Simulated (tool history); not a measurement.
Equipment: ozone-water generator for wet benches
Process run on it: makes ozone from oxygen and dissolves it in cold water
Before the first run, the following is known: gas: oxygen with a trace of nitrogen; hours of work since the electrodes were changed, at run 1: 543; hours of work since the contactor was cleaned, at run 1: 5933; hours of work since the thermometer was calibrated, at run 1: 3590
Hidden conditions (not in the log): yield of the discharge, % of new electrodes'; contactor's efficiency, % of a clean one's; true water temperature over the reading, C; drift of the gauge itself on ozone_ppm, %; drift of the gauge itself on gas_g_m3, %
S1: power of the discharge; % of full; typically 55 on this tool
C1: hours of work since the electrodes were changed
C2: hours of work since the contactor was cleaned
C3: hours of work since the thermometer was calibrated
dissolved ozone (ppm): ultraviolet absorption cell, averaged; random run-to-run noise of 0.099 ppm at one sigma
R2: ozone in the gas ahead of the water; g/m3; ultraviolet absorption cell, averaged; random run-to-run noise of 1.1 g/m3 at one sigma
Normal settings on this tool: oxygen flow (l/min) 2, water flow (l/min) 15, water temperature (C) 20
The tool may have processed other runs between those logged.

run 1 hour=0 | S1=55 oxygen_flow_(l/min)=2 water_flow_(l/min)=15 water_temperature_(C)=20 | C1=543 C2=5933 C3=3590 | dissolved_ozone_(ppm)=13.57 R2=210.7
run 2 hour=63.5 | S1=48 oxygen_flow_(l/min)=2 water_flow_(l/min)=15 water_temperature_(C)=20 | C1=589 C2=5980 C3=3637 | dissolved_ozone_(ppm)=12.15 R2=189.5
run 3 hour=106.3 | S1=48 oxygen_flow_(l/min)=2 water_flow_(l/min)=15 water_temperature_(C)=20 | C1=621 C2=6011 C3=3668 | dissolved_ozone_(ppm)=12.19 R2=190.9
run 4 hour=156.5 | S1=48 oxygen_flow_(l/min)=2 water_flow_(l/min)=15 water_temperature_(C)=23 | C1=658 C2=6048 C3=3705 | dissolved_ozone_(ppm)=11.96 R2=190.7
run 5 hour=188 | S1=55 oxygen_flow_(l/min)=2 water_flow_(l/min)=15 water_temperature_(C)=20 | C1=681 C2=6071 C3=3728 | dissolved_ozone_(ppm)=13.43 R2=212.8
run 6 hour=218.1 | S1=55 oxygen_flow_(l/min)=2 water_flow_(l/min)=15 water_temperature_(C)=20 | C1=703 C2=6093 C3=3751 | dissolved_ozone_(ppm)=13.46 R2=213
run 7 hour=252.5 | S1=43 oxygen_flow_(l/min)=2 water_flow_(l/min)=15 water_temperature_(C)=20 | C1=728 C2=6118 C3=3776 | dissolved_ozone_(ppm)=11.18 R2=175.3
run 8 hour=296 | S1=76 oxygen_flow_(l/min)=2 water_flow_(l/min)=15 water_temperature_(C)=20 | C1=760 C2=6150 C3=3808 | dissolved_ozone_(ppm)=17.28 R2=270.5
run 9 hour=323.3 | S1=76 oxygen_flow_(l/min)=2 water_flow_(l/min)=15 water_temperature_(C)=17 | C1=780 C2=6170 C3=3828 | dissolved_ozone_(ppm)=17.78 R2=269.6
run 10 hour=358.3 | S1=76 oxygen_flow_(l/min)=2 water_flow_(l/min)=15 water_temperature_(C)=17 | C1=806 C2=6196 C3=3854 | dissolved_ozone_(ppm)=17.69 R2=269.4
run 11 hour=391.5 | S1=55 oxygen_flow_(l/min)=2 water_flow_(l/min)=15 water_temperature_(C)=20 | C1=830 C2=6221 C3=3878 | dissolved_ozone_(ppm)=13.29 R2=211.2
run 12 hour=421.2 | S1=55 oxygen_flow_(l/min)=2 water_flow_(l/min)=15 water_temperature_(C)=20 | C1=852 C2=6242 C3=3900 | dissolved_ozone_(ppm)=13.44 R2=211.8
run 13 hour=460.2 | S1=55 oxygen_flow_(l/min)=2 water_flow_(l/min)=15 water_temperature_(C)=20 | C1=881 C2=6271 C3=3929 | dissolved_ozone_(ppm)=13.49 R2=209.8
-- hour=473.7 water thermometer calibrated
run 14 hour=488.9 | S1=55 oxygen_flow_(l/min)=2 water_flow_(l/min)=15 water_temperature_(C)=26 | C1=902 C2=6292 C3=11 | dissolved_ozone_(ppm)=12.61 R2=208.1
run 15 hour=526.6 | S1=55 oxygen_flow_(l/min)=2 water_flow_(l/min)=15 water_temperature_(C)=26 | C1=929 C2=6319 C3=39 | dissolved_ozone_(ppm)=12.48 R2=211
run 16 hour=555 | S1=41 oxygen_flow_(l/min)=2 water_flow_(l/min)=15 water_temperature_(C)=26 | C1=950 C2=6340 C3=60 | dissolved_ozone_(ppm)=10.02 R2=169
run 17 hour=613.7 | S1=41 oxygen_flow_(l/min)=1.44 water_flow_(l/min)=15 water_temperature_(C)=19 | C1=993 C2=6383 C3=103 | dissolved_ozone_(ppm)=10.42 R2=206.2
run 18 hour=677.5 | S1=81 oxygen_flow_(l/min)=2 water_flow_(l/min)=15 water_temperature_(C)=20 | C1=1040 C2=6430 C3=150 | dissolved_ozone_(ppm)=17.96 R2=283.2
run 19 hour=704.5 | S1=55 oxygen_flow_(l/min)=1.14 water_flow_(l/min)=19 water_temperature_(C)=24 | C1=1060 C2=6450 C3=170 | dissolved_ozone_(ppm)=9.55 R2=302
run 20 hour=757.2 | S1=55 oxygen_flow_(l/min)=2 water_flow_(l/min)=21 water_temperature_(C)=13 | C1=1099 C2=6489 C3=208 | dissolved_ozone_(ppm)=10.09 R2=209.5
run 21 hour=797.1 | S1=55 oxygen_flow_(l/min)=2 water_flow_(l/min)=13 water_temperature_(C)=13 | C1=1128 C2=6518 C3=238 | dissolved_ozone_(ppm)=16.42 R2=211.3
run 22 hour=840.8 | S1=48 oxygen_flow_(l/min)=1.23 water_flow_(l/min)=13 water_temperature_(C)=13 | C1=1160 C2=6550 C3=270 | dissolved_ozone_(ppm)=13.95 R2=258
run 23 hour=878 | S1=48 oxygen_flow_(l/min)=1.73 water_flow_(l/min)=13 water_temperature_(C)=22 | C1=1188 C2=6578 C3=297 | dissolved_ozone_(ppm)=13.29 R2=206.9
run 24 hour=938.1 | S1=55 oxygen_flow_(l/min)=2 water_flow_(l/min)=15 water_temperature_(C)=16 | C1=1232 C2=6622 C3=341 | dissolved_ozone_(ppm)=13.71 R2=208.6
run 25 hour=971.7 | S1=55 oxygen_flow_(l/min)=2 water_flow_(l/min)=15 water_temperature_(C)=16 | C1=1256 C2=6647 C3=366 | dissolved_ozone_(ppm)=13.8 R2=209.1
run 26 hour=1022.7 | S1=49 oxygen_flow_(l/min)=2 water_flow_(l/min)=14 water_temperature_(C)=16 | C1=1294 C2=6684 C3=403 | dissolved_ozone_(ppm)=13.56 R2=192.5
run 27 hour=1073.4 | S1=41 oxygen_flow_(l/min)=1.81 water_flow_(l/min)=15 water_temperature_(C)=21 | C1=1331 C2=6721 C3=441 | dissolved_ozone_(ppm)=10.64 R2=178.9
run 28 hour=1109.4 | S1=41 oxygen_flow_(l/min)=1.07 water_flow_(l/min)=15 water_temperature_(C)=16 | C1=1358 C2=6748 C3=467 | dissolved_ozone_(ppm)=10.11 R2=249.9
run 29 hour=1139.1 | S1=65 oxygen_flow_(l/min)=1.07 water_flow_(l/min)=17 water_temperature_(C)=24 | C1=1379 C2=6770 C3=489 | dissolved_ozone_(ppm)=12.12 R2=353.1
run 30 hour=1204.7 | S1=87 oxygen_flow_(l/min)=2 water_flow_(l/min)=15 water_temperature_(C)=22 | C1=1428 C2=6818 C3=537 | dissolved_ozone_(ppm)=18.34 R2=297.9
run 31 hour=1235.2 | S1=66 oxygen_flow_(l/min)=2 water_flow_(l/min)=15 water_temperature_(C)=17 | C1=1450 C2=6840 C3=560 | dissolved_ozone_(ppm)=15.82 R2=239.4
run 32 hour=1287.4 | S1=43 oxygen_flow_(l/min)=2.16 water_flow_(l/min)=12 water_temperature_(C)=14 | C1=1488 C2=6879 C3=598 | dissolved_ozone_(ppm)=14.65 R2=167

Branching from run 32: 4 alternative next runs. What would each branch give?
run A hour=1347.9 | S1=49 oxygen_flow_(l/min)=2 water_flow_(l/min)=17 water_temperature_(C)=20 | C1=1533 C2=6923 C3=642 | dissolved_ozone_(ppm)=? R2=?
run B hour=1347.9 | S1=74 oxygen_flow_(l/min)=2.62 water_flow_(l/min)=9 water_temperature_(C)=14 | C1=1533 C2=6923 C3=642 | dissolved_ozone_(ppm)=? R2=?
run C hour=1347.9 | S1=43 oxygen_flow_(l/min)=1.16 water_flow_(l/min)=16 water_temperature_(C)=14 | C1=1533 C2=6923 C3=642 | dissolved_ozone_(ppm)=? R2=?
run D hour=1347.9 | S1=55 oxygen_flow_(l/min)=2 water_flow_(l/min)=10 water_temperature_(C)=20 | C1=1533 C2=6923 C3=642 | dissolved_ozone_(ppm)=? R2=?

run=A dissolved_ozone_(ppm)=10.85 R2=192.5
run=B dissolved_ozone_(ppm)=27.61 R2=221.5
run=C dissolved_ozone_(ppm)=9.98 R2=243.6
run=D dissolved_ozone_(ppm)=19.01 R2=211.1
Had the tool no hidden state, the same runs would have come out as:
run=A dissolved_ozone_(ppm)=11.64 R2=194.3
run=B dissolved_ozone_(ppm)=29.36 R2=224.5
run=C dissolved_ozone_(ppm)=10.68 R2=245.6
run=D dissolved_ozone_(ppm)=20.19 R2=213.3

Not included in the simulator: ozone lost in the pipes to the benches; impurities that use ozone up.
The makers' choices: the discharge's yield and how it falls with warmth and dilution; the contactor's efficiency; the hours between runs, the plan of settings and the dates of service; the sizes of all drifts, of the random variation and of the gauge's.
